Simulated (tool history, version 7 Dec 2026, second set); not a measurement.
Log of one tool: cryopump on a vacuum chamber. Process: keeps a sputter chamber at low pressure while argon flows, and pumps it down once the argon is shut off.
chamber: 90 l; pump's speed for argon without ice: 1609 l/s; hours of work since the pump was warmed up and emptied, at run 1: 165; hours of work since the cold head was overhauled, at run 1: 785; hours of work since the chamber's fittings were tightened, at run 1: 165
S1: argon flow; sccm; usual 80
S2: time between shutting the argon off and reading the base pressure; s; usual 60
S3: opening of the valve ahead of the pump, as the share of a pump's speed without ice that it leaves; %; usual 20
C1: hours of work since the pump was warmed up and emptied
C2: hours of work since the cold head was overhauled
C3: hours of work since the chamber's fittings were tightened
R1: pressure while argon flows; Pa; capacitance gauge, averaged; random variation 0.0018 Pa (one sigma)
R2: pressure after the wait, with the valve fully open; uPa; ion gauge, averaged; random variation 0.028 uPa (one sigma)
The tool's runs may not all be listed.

run	hour	S1	S2	S3	C1	C2	C3	R1	R2
1	0	80	60	20	165	785	165	0.4274	1.39
2	20.9	80	60	20	177	797	177	0.4278	1.37
3	41.4	80	60	20	189	809	189	0.4307	1.46
4	71.2	80	60	20	206	826	206	0.4282	1.41
5	95.4	80	60	20	220	840	220	0.4323	1.45
6	135.5	80	60	20	243	863	243	0.4352	1.45
7	154.8	80	60	20	255	874	255	0.4328	1.43
8	180.7	80	60	20	269	889	269	0.434	1.46
9	219.1	80	60	20	292	911	292	0.4336	1.48
10	241.8	80	60	20	305	924	305	0.4363	1.41
11	263.2	132	249	24	317	936	317	0.6044	0.63
12	296.2	51	59	36	336	956	336	0.16	1.52
13	316.9	80	172	37	348	967	348	0.2443	0.7
14	341.6	42	29	37	362	982	362	0.1287	2.61

5 ways to go on from here, each from the tool as it stands after run 14. What would each give?
A	379.6	48	133	37	384	1004	384	?	?
B	379.6	40	29	37	384	1004	384	?	?
C	379.6	105	29	29	384	1004	384	?	?
D	379.6	41	60	45	384	1004	384	?	?
E	379.6	52	60	20	384	1004	384	?	?

run	R1	R2
A	0.1486	0.88
B	0.1228	2.73
C	0.405	2.68
D	0.1063	1.51
E	0.2866	1.52
Without the tool's hidden state the same runs would have given:
run	R1	R2
A	0.1365	0.69
B	0.1127	2.53
C	0.3787	2.48
D	0.0959	1.31
E	0.2735	1.32
